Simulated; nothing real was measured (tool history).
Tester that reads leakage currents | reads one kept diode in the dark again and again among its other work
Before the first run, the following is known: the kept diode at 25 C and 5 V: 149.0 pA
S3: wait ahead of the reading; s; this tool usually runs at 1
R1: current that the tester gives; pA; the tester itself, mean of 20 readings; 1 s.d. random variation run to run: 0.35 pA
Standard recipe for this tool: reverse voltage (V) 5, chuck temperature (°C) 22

run 1 hour=0 | reverse_voltage_(V)=5 chuck_temperature_(°C)=22 S3=1 | R1=132.95
run 2 hour=18.5 | reverse_voltage_(V)=5 chuck_temperature_(°C)=27 S3=1 | R1=203.04
run 3 hour=46.2 | reverse_voltage_(V)=5 chuck_temperature_(°C)=27 S3=1 | R1=202.84
-- hour=73.2 chuck's temperature calibrated
run 4 hour=76.7 | reverse_voltage_(V)=5 chuck_temperature_(°C)=27 S3=1 | R1=176.3
run 5 hour=109 | reverse_voltage_(V)=2.7 chuck_temperature_(°C)=22 S3=1 | R1=81.13
run 6 hour=134.5 | reverse_voltage_(V)=5 chuck_temperature_(°C)=22 S3=1 | R1=116.72
run 7 hour=154.8 | reverse_voltage_(V)=5 chuck_temperature_(°C)=22 S3=1 | R1=116.88
run 8 hour=188.4 | reverse_voltage_(V)=5 chuck_temperature_(°C)=22 S3=1 | R1=117.8
run 9 hour=220.7 | reverse_voltage_(V)=5 chuck_temperature_(°C)=22 S3=1 | R1=118.21
run 10 hour=252.6 | reverse_voltage_(V)=5 chuck_temperature_(°C)=22 S3=1 | R1=118.71
-- hour=257.9 probe card cleaned and baked
run 11 hour=278.4 | reverse_voltage_(V)=5 chuck_temperature_(°C)=28 S3=1 | R1=196.68
run 12 hour=293.1 | reverse_voltage_(V)=7.22 chuck_temperature_(°C)=24 S3=5.17 | R1=176.17
run 13 hour=324.8 | reverse_voltage_(V)=6.25 chuck_temperature_(°C)=47 S3=4.57 | R1=984.88
run 14 hour=348.2 | reverse_voltage_(V)=6.25 chuck_temperature_(°C)=30 S3=0.32 | R1=267.1
-- hour=356.1 probe card cleaned and baked, once more
run 15 hour=386.2 | reverse_voltage_(V)=2.17 chuck_temperature_(°C)=22 S3=0.93 | R1=73.39
run 16 hour=419.8 | reverse_voltage_(V)=2.17 chuck_temperature_(°C)=22 S3=0.93 | R1=73.82
run 17 hour=438.6 | reverse_voltage_(V)=7.05 chuck_temperature_(°C)=40 S3=2.07 | R1=633.97
run 18 hour=462.9 | reverse_voltage_(V)=3.94 chuck_temperature_(°C)=25 S3=3.72 | R1=135.53
run 19 hour=491.2 | reverse_voltage_(V)=5.71 chuck_temperature_(°C)=22 S3=1.71 | R1=131.4
run 20 hour=508.3 | reverse_voltage_(V)=5 chuck_temperature_(°C)=55 S3=0.85 | R1=1553.93

Forecast each of these 3 alternatives for the next run:
run A hour=536.8 | reverse_voltage_(V)=5 chuck_temperature_(°C)=36 S3=1.49 | R1=?
run B hour=536.8 | reverse_voltage_(V)=5 chuck_temperature_(°C)=30 S3=0.65 | R1=?
run C hour=536.8 | reverse_voltage_(V)=15.88 chuck_temperature_(°C)=44 S3=0.42 | R1=?

run=A R1=383.59
run=B R1=239.19
run=C R1=1399.81
Stripped of hidden state, with their random variation kept, the same runs would have yielded:
run=A R1=364.84
run=B R1=227.01
run=C R1=1335.05
